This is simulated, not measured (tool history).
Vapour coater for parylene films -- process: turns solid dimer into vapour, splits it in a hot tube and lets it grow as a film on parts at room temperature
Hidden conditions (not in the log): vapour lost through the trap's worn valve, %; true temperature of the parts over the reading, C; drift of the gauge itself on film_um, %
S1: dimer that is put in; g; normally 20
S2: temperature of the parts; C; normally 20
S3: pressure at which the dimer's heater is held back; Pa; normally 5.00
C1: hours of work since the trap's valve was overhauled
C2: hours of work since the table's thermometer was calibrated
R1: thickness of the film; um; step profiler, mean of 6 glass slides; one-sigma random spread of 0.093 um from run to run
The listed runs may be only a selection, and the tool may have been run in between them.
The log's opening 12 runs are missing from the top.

Run 13, hour 412.1: usual settings but S3 5.54 Pa; C1 151; C2 521. Result: R1 10.19 um.
Run 14, hour 437.1: usual settings but S3 2.56 Pa; C1 163; C2 533. Result: R1 11.86 um.
Run 15, hour 475.8: usual settings; C1 181; C2 552. Result: R1 10.37 um.
Run 16, hour 502.8: usual settings; C1 194; C2 565. Result: R1 10.11 um.
Run 17, hour 536.5: usual settings; C1 211; C2 581. Result: R1 10.05 um.
Run 18, hour 565.4: usual settings; C1 225; C2 595. Result: R1 9.98 um.
At hour 570.7: table's thermometer calibrated.
Run 19, hour 608.6: usual settings; C1 245; C2 18. Result: R1 9.74 um.
Run 20, hour 639.3: usual settings; C1 260; C2 33. Result: R1 9.84 um.
Run 21, hour 664.3: usual settings; C1 272; C2 45. Result: R1 9.81 um.
At hour 689.8: table's thermometer calibrated, once more.
Run 22, hour 705.9: usual settings; C1 291; C2 8. Result: R1 9.86 um.
Run 23, hour 743.7: usual settings but S1 31 g, S2 27 C, S3 3.76 Pa; C1 310; C2 26. Result: R1 13.39 um.
At hour 779.6: trap's valve overhauled.
Run 24, hour 786.0: usual settings but S1 31 g, S2 27 C, S3 3.76 Pa; C1 3; C2 44. Result: R1 15.54 um.
Run 25, hour 818.9: usual settings but S1 16 g, S2 12 C, S3 3.76 Pa; C1 19; C2 60. Result: R1 11.23 um.
Run 26, hour 866.1: usual settings but S1 16 g, S2 12 C, S3 3.76 Pa; C1 42; C2 83. Result: R1 11.18 um.
Run 27, hour 892.1: usual settings but S1 9 g, S2 17 C, S3 7.10 Pa; C1 54; C2 96. Result: R1 4.89 um.
Run 28, hour 936.1: usual settings but S1 31 g, S2 14 C, S3 7.10 Pa; C1 75; C2 117. Result: R1 18.12 um.
Run 29, hour 960.3: usual settings but S1 13 g, S2 17 C; C1 87; C2 129. Result: R1 7.41 um.
Run 30, hour 999.5: usual settings but S1 13 g, S2 17 C; C1 106; C2 148. Result: R1 7.38 um.

Run 31 has not been measured yet. What should we expect?
Run 31, hour 1045.9: usual settings but S1 13 g, S2 17 C; C1 128; C2 170. Result: R1 ?.

{"run 31": {"R1": 7.27}}
Take away the tool's hidden state, keep the run-to-run variation as it was, and the same run would have given R1 7.85 um.
